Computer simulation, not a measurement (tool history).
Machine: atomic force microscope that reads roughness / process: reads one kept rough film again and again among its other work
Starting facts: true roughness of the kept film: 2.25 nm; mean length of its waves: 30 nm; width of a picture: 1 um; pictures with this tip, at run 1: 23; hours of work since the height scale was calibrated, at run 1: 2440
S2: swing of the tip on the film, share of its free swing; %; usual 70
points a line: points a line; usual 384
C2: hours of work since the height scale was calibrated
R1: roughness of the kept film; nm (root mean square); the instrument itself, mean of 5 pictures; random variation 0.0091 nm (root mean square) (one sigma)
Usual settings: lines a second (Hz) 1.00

run 1 day=0.000 | lines_a_second_(Hz)=1.00 S2=70 points_a_line=384 | pictures_with_this_tip=23 C2=2440 | R1=1.966
-- day=1.612 height scale calibrated on a step standard
run 2 day=1.612 | lines_a_second_(Hz)=1.59 S2=70 points_a_line=384 | pictures_with_this_tip=106 C2=0 | R1=1.924
run 3 day=4.217 | lines_a_second_(Hz)=1.59 S2=70 points_a_line=384 | pictures_with_this_tip=244 C2=46 | R1=1.803
-- day=5.983 new tip fitted
run 4 day=6.362 | lines_a_second_(Hz)=1.59 S2=70 points_a_line=384 | pictures_with_this_tip=20 C2=83 | R1=1.994
run 5 day=9.429 | lines_a_second_(Hz)=1.59 S2=70 points_a_line=314 | pictures_with_this_tip=183 C2=138 | R1=1.862
run 6 day=11.200 | lines_a_second_(Hz)=1.00 S2=70 points_a_line=439 | pictures_with_this_tip=277 C2=169 | R1=1.811
-- day=12.458 new tip fitted
run 7 day=14.529 | lines_a_second_(Hz)=1.00 S2=70 points_a_line=791 | pictures_with_this_tip=110 C2=227 | R1=1.952
run 8 day=16.146 | lines_a_second_(Hz)=1.00 S2=70 points_a_line=791 | pictures_with_this_tip=196 C2=256 | R1=1.879
-- day=18.688 new tip fitted
run 9 day=19.208 | lines_a_second_(Hz)=1.00 S2=70 points_a_line=384 | pictures_with_this_tip=28 C2=309 | R1=2.004
run 10 day=21.929 | lines_a_second_(Hz)=1.00 S2=70 points_a_line=384 | pictures_with_this_tip=172 C2=357 | R1=1.868
run 11 day=24.783 | lines_a_second_(Hz)=1.00 S2=70 points_a_line=384 | pictures_with_this_tip=324 C2=408 | R1=1.755
-- day=24.975 new tip fitted
run 12 day=26.442 | lines_a_second_(Hz)=1.00 S2=70 points_a_line=384 | pictures_with_this_tip=78 C2=437 | R1=1.956
run 13 day=29.604 | lines_a_second_(Hz)=1.00 S2=70 points_a_line=858 | pictures_with_this_tip=246 C2=492 | R1=1.836
-- day=31.338 new tip fitted
run 14 day=33.042 | lines_a_second_(Hz)=1.00 S2=77 points_a_line=448 | pictures_with_this_tip=90 C2=553 | R1=1.953
run 15 day=35.888 | lines_a_second_(Hz)=2.88 S2=71 points_a_line=348 | pictures_with_this_tip=241 C2=603 | R1=1.768
-- day=37.679 new tip fitted
run 16 day=37.733 | lines_a_second_(Hz)=2.88 S2=71 points_a_line=348 | pictures_with_this_tip=3 C2=635 | R1=1.966
run 17 day=40.867 | lines_a_second_(Hz)=1.00 S2=57 points_a_line=384 | pictures_with_this_tip=169 C2=690 | R1=1.882
run 18 day=42.746 | lines_a_second_(Hz)=1.00 S2=57 points_a_line=930 | pictures_with_this_tip=269 C2=724 | R1=1.815
-- day=44.054 new tip fitted
run 19 day=44.225 | lines_a_second_(Hz)=1.38 S2=61 points_a_line=930 | pictures_with_this_tip=10 C2=749 | R1=2.016
run 20 day=47.421 | lines_a_second_(Hz)=1.38 S2=61 points_a_line=930 | pictures_with_this_tip=179 C2=806 | R1=1.877
-- day=50.425 new tip fitted
run 21 day=50.750 | lines_a_second_(Hz)=0.65 S2=61 points_a_line=823 | pictures_with_this_tip=17 C2=864 | R1=2.054
run 22 day=54.100 | lines_a_second_(Hz)=1.81 S2=74 points_a_line=274 | pictures_with_this_tip=195 C2=923 | R1=1.775
run 23 day=55.592 | lines_a_second_(Hz)=1.81 S2=74 points_a_line=274 | pictures_with_this_tip=274 C2=949 | R1=1.705
-- day=56.908 new tip fitted
run 24 day=57.733 | lines_a_second_(Hz)=1.05 S2=79 points_a_line=768 | pictures_with_this_tip=44 C2=987 | R1=1.959

Each row is a separate what-if for the run after 24, all from the same tool condition, not one after another. Results?
run A day=59.838 | lines_a_second_(Hz)=1.00 S2=79 points_a_line=779 | pictures_with_this_tip=155 C2=1024 | R1=?
run B day=59.838 | lines_a_second_(Hz)=0.85 S2=83 points_a_line=670 | pictures_with_this_tip=155 C2=1024 | R1=?
run C day=59.838 | lines_a_second_(Hz)=1.68 S2=79 points_a_line=768 | pictures_with_this_tip=155 C2=1024 | R1=?
run D day=59.838 | lines_a_second_(Hz)=2.88 S2=74 points_a_line=485 | pictures_with_this_tip=155 C2=1024 | R1=?

run=A R1=1.878
run=B R1=1.866
run=C R1=1.839
run=D R1=1.805
With the hidden condition removed and each run's random variation left untouched, the same runs would have given:
run=A R1=2.046
run=B R1=2.034
run=C R1=2.003
run=D R1=1.967
